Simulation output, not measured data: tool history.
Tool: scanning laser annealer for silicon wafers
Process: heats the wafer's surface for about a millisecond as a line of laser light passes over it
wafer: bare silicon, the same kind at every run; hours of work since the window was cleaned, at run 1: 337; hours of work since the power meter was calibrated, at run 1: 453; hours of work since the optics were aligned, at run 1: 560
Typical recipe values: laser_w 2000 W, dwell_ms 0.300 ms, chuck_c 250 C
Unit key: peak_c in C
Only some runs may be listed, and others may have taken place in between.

run	day	laser_w	dwell_ms	chuck_c	hours of work since the window was cleaned	hours of work since the power meter was calibrated	hours of work since the optics were aligned	peak_c
1	0.000	2000	0.300	250	337	453	560	970
2	1.425	2000	0.300	250	362	478	585	967
3	2.867	2000	0.300	250	387	504	610	969
4	4.271	2000	0.300	250	411	528	635	965
5	5.121	1788	0.300	250	426	543	650	889
6	5.825	1788	0.300	250	439	555	662	892
7	7.021	2000	0.300	250	460	576	683	963
8	8.071	2000	0.301	250	478	595	702	965
9	8.712	2000	0.301	250	489	606	713	964
10	9.675	2000	0.301	250	506	623	730	962
11	10.612	2000	0.300	250	523	640	746	956
12	11.746	2000	0.300	258	543	659	766	967
13	13.167	2000	0.300	258	568	684	791	964
# day 13.346: window over the wafer cleaned
14	14.646	2000	0.288	258	23	709	815	931
15	15.246	2000	0.288	258	33	719	826	928
# day 16.092: optics aligned, line set to its width
16	16.775	2022	0.288	258	57	743	12	947
17	18.208	2022	0.288	258	82	768	37	945
18	19.383	2000	0.300	250	102	788	58	945
19	20.538	2000	0.300	250	123	809	78	944
20	21.192	2000	0.300	250	134	820	90	943
# day 21.642: window over the wafer cleaned, once more
21	22.217	2000	0.300	250	10	837	106	997
22	23.254	2051	0.215	211	28	855	124	844
23	24.575	2051	0.215	211	52	878	147	836
24	25.521	1989	0.352	221	68	895	164	1031
25	26.854	2003	0.317	228	92	918	187	993
26	28.188	1827	0.331	228	115	941	211	941
27	29.667	1827	0.331	228	141	967	237	941
28	30.375	1827	0.331	228	153	980	249	938
29	31.683	2159	0.331	247	176	1003	272	1086
30	32.650	2000	0.300	266	193	1020	289	1001
31	33.742	2000	0.301	213	212	1039	308	944
32	34.875	1745	0.287	231	232	1059	328	854
33	36.125	1745	0.287	231	254	1081	350	852
34	37.329	1745	0.307	231	275	1102	371	875
35	38.046	1745	0.307	231	288	1115	384	875
36	39.221	1833	0.307	231	309	1135	405	908
37	40.012	1833	0.307	231	323	1149	418	903
38	41.100	1833	0.307	231	342	1168	438	904
39	42.008	1833	0.307	231	358	1184	453	904
40	42.858	2000	0.278	250	373	1199	468	944
41	43.517	2087	0.340	234	384	1211	480	1043

Hidden state or all else? Some run-to-run changes of peak_c, split into what the settings, what came in and random variation would give without the hidden state, and what is left for the hidden state (with any gauge scatter that isn't in both results):
Hidden conditions of the tool in this case: light that passes the window, % of a clean one's; laser's true power over the reading, %; width of the line over the set one, %; drift of the gauge itself on peak_c, C.
Run 13 -> 14: dwell_ms 0.300 -> 0.288, window over the wafer cleaned. peak_c -33 C: hidden state -17, all else -16.
Run 15 -> 16: laser_w 2000 -> 2022, optics aligned, line set to its width. peak_c +19 C: hidden state +7, all else +12.
Run 20 -> 21: window over the wafer cleaned, once more. peak_c +54 C: hidden state +53, all else +1.
Run 21 -> 22: laser_w 2000 -> 2051, dwell_ms 0.300 -> 0.215, chuck_c 250 -> 211. peak_c -153 C: hidden state -1, all else -152.
Run 23 -> 24: laser_w 2051 -> 1989, dwell_ms 0.215 -> 0.352, chuck_c 211 -> 221. peak_c +195 C: hidden state -1, all else +196.
Run 28 -> 29: laser_w 1827 -> 2159, chuck_c 228 -> 247. peak_c +148 C: hidden state -2, all else +150.

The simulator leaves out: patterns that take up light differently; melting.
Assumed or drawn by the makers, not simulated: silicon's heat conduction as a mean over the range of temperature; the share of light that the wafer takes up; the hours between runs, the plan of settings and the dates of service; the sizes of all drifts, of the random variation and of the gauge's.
